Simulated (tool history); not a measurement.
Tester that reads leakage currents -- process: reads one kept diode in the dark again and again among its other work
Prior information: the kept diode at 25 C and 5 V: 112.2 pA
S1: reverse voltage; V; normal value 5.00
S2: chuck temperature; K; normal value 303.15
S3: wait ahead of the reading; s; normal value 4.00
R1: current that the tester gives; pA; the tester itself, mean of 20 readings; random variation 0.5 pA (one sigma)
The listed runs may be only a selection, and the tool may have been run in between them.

run 1 hour=0.0 | S1=5.00 S2=303.15 S3=4.00 | R1=176.57
run 2 hour=147.6 | S1=5.00 S2=316.15 S3=4.00 | R1=459.78
run 3 hour=295.9 | S1=5.00 S2=316.15 S3=4.00 | R1=470.32
run 4 hour=444.3 | S1=5.00 S2=297.15 S3=4.00 | R1=122.36
run 5 hour=534.6 | S1=5.00 S2=297.15 S3=4.00 | R1=124.32
-- hour=550.3 probe card cleaned and baked
run 6 hour=606.3 | S1=5.00 S2=297.15 S3=4.00 | R1=120.57
-- hour=729.0 chuck's temperature calibrated
run 7 hour=757.5 | S1=5.00 S2=303.15 S3=4.00 | R1=167.76
run 8 hour=890.1 | S1=5.00 S2=303.15 S3=4.00 | R1=171.49
run 9 hour=982.2 | S1=5.00 S2=303.15 S3=4.00 | R1=174.75
run 10 hour=1078.1 | S1=5.00 S2=303.15 S3=4.00 | R1=177.32
run 11 hour=1215.0 | S1=5.00 S2=303.15 S3=4.00 | R1=182.56
run 12 hour=1323.8 | S1=5.00 S2=319.15 S3=4.00 | R1=578.40
run 13 hour=1406.2 | S1=5.00 S2=303.15 S3=0.81 | R1=189.80
run 14 hour=1549.9 | S1=4.04 S2=298.15 S3=2.68 | R1=119.84
run 15 hour=1639.9 | S1=4.04 S2=298.15 S3=2.68 | R1=120.69
-- hour=1754.0 chuck's temperature calibrated
run 16 hour=1782.4 | S1=5.00 S2=298.15 S3=3.39 | R1=116.46
run 17 hour=1939.1 | S1=5.00 S2=303.15 S3=1.60 | R1=174.77
run 18 hour=2046.0 | S1=2.61 S2=319.15 S3=8.32 | R1=394.73
run 19 hour=2126.7 | S1=5.00 S2=331.15 S3=6.27 | R1=1223.29
run 20 hour=2205.7 | S1=5.00 S2=331.15 S3=6.27 | R1=1233.28
run 21 hour=2360.9 | S1=9.49 S2=298.15 S3=3.62 | R1=183.29
-- hour=2431.7 probe card cleaned and baked
run 22 hour=2447.9 | S1=13.14 S2=293.15 S3=0.86 | R1=143.03
run 23 hour=2588.4 | S1=10.69 S2=303.15 S3=0.55 | R1=283.96
run 24 hour=2754.6 | S1=2.11 S2=313.15 S3=0.33 | R1=257.72
-- hour=2780.9 chuck's temperature calibrated
run 25 hour=2843.5 | S1=14.90 S2=311.15 S3=4.90 | R1=534.49
run 26 hour=2954.5 | S1=7.25 S2=323.15 S3=2.63 | R1=856.37

4 ways to go on from here, each from the tool as it stands after run 26. What would each give?
run A hour=3045.6 | S1=7.25 S2=306.15 S3=6.19 | R1=?
run B hour=3045.6 | S1=1.67 S2=312.15 S3=4.00 | R1=?
run C hour=3045.6 | S1=11.73 S2=295.15 S3=3.06 | R1=?
run D hour=3045.6 | S1=1.68 S2=329.15 S3=1.04 | R1=?

run=A R1=265.97
run=B R1=191.70
run=C R1=150.50
run=D R1=608.79
Take away the tool's hidden state, keep each run's random variation, and the runs would have read:
run=A R1=252.54
run=B R1=183.93
run=C R1=139.09
run=D R1=588.95

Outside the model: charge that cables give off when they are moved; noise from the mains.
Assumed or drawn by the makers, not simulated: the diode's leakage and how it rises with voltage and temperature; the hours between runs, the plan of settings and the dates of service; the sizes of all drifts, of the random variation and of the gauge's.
